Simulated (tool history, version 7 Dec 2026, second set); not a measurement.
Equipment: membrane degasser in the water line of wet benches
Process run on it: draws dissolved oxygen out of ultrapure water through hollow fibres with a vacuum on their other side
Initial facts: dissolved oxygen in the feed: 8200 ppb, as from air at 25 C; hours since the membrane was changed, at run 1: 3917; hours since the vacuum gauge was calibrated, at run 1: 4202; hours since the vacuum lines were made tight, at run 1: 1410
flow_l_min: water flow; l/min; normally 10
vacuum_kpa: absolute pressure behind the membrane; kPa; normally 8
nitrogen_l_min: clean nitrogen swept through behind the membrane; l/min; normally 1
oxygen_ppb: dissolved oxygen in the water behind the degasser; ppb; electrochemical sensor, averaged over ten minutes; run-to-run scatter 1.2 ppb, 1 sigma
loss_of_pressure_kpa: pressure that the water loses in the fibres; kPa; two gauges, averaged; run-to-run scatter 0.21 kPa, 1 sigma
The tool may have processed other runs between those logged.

| run | day | flow_l_min | vacuum_kpa | nitrogen_l_min | hours since the membrane was changed | hours since the vacuum gauge was calibrated | hours since the vacuum lines were made tight | oxygen_ppb | loss_of_pressure_kpa |
|---|---|---|---|---|---|---|---|---|---|
| 1 | 0 | 10 | 8 | 1 | 3917 | 4202 | 1410 | 129.8 | 52.41 |
| 2 | 6.462 | 10 | 5.75 | 1 | 4072 | 4357 | 1565 | 77.2 | 53.16 |
| 3 | 14.225 | 10 | 8 | 1 | 4258 | 4543 | 1751 | 131.8 | 52.91 |
| 4 | 18.5 | 10 | 8 | 1 | 4361 | 4646 | 1854 | 128.9 | 52.71 |
|  | 23.079 | vacuum gauge calibrated |
| 5 | 24.121 | 10 | 8 | 1 | 4495 | 25 | 1988 | 119.8 | 53.16 |
| 6 | 33.838 | 10 | 8 | 1 | 4728 | 258 | 2221 | 119.6 | 53.15 |
| 7 | 41.017 | 10 | 8 | 1 | 4900 | 430 | 2394 | 120.8 | 53.54 |
| 8 | 47.762 | 10 | 8 | 1 | 5062 | 592 | 2555 | 123.7 | 53.4 |
| 9 | 54.996 | 10 | 8 | 1 | 5236 | 766 | 2729 | 124.8 | 53.36 |
| 10 | 65.021 | 10 | 8 | 1 | 5476 | 1007 | 2970 | 125 | 53.87 |
| 11 | 74.533 | 10 | 8 | 1 | 5705 | 1235 | 3198 | 124.8 | 53.42 |
| 12 | 80.758 | 13 | 8 | 1 | 5854 | 1384 | 3347 | 170.5 | 70.4 |
| 13 | 87.125 | 13 | 8 | 1 | 6007 | 1537 | 3500 | 169 | 70.27 |
| 14 | 94.588 | 10 | 7.76 | 2.46 | 6186 | 1716 | 3679 | 55 | 53.99 |
|  | 102.988 | seals of the vacuum lines changed |
| 15 | 103.238 | 10 | 9.24 | 1 | 6392 | 1922 | 6 | 151.7 | 54.23 |
| 16 | 109.529 | 10 | 17.13 | 0.46 | 6543 | 2073 | 157 | 634.7 | 53.97 |
| 17 | 115.633 | 9 | 17.13 | 0.46 | 6689 | 2219 | 303 | 594.3 | 48.4 |
| 18 | 122.679 | 11 | 15.04 | 2.3 | 6858 | 2388 | 473 | 149.8 | 60.01 |
| 19 | 132.917 | 11 | 15.04 | 2.3 | 7104 | 2634 | 718 | 150.1 | 60.44 |
| 20 | 140.721 | 11 | 15.04 | 2.3 | 7291 | 2821 | 906 | 151.9 | 60.18 |
| 21 | 149.662 | 11 | 15.46 | 2.57 | 7506 | 3036 | 1120 | 139.2 | 59.91 |
| 22 | 156.938 | 11 | 15.46 | 2.57 | 7681 | 3211 | 1295 | 144 | 60.39 |
| 23 | 165.821 | 8 | 8 | 1 | 7894 | 3424 | 1508 | 102.1 | 43.73 |
| 24 | 175.55 | 11 | 7.48 | 1 | 8127 | 3657 | 1741 | 131.6 | 60.55 |
| 25 | 180.983 | 7 | 18.99 | 1 | 8258 | 3788 | 1872 | 279.7 | 38.87 |

Below are 3 alternative next runs, each starting from the tool's condition after run 25. Predict each:
| A | 189.412 | 10 | 5.4 | 2.54 | 8460 | 3990 | 2074 | ? | ? |
| B | 189.412 | 10 | 5.65 | 1.12 | 8460 | 3990 | 2074 | ? | ? |
| C | 189.412 | 10 | 5.12 | 1 | 8460 | 3990 | 2074 | ? | ? |

| run | oxygen_ppb | loss_of_pressure_kpa |
|---|---|---|
| A | 32.2 | 54.94 |
| B | 70.8 | 55.06 |
| C | 63.2 | 55.2 |
Without the tool's hidden state the same runs would have given:
| run | oxygen_ppb | loss_of_pressure_kpa |
|---|---|---|
| A | 24.2 | 50.72 |
| B | 56.6 | 50.84 |
| C | 48.5 | 50.98 |
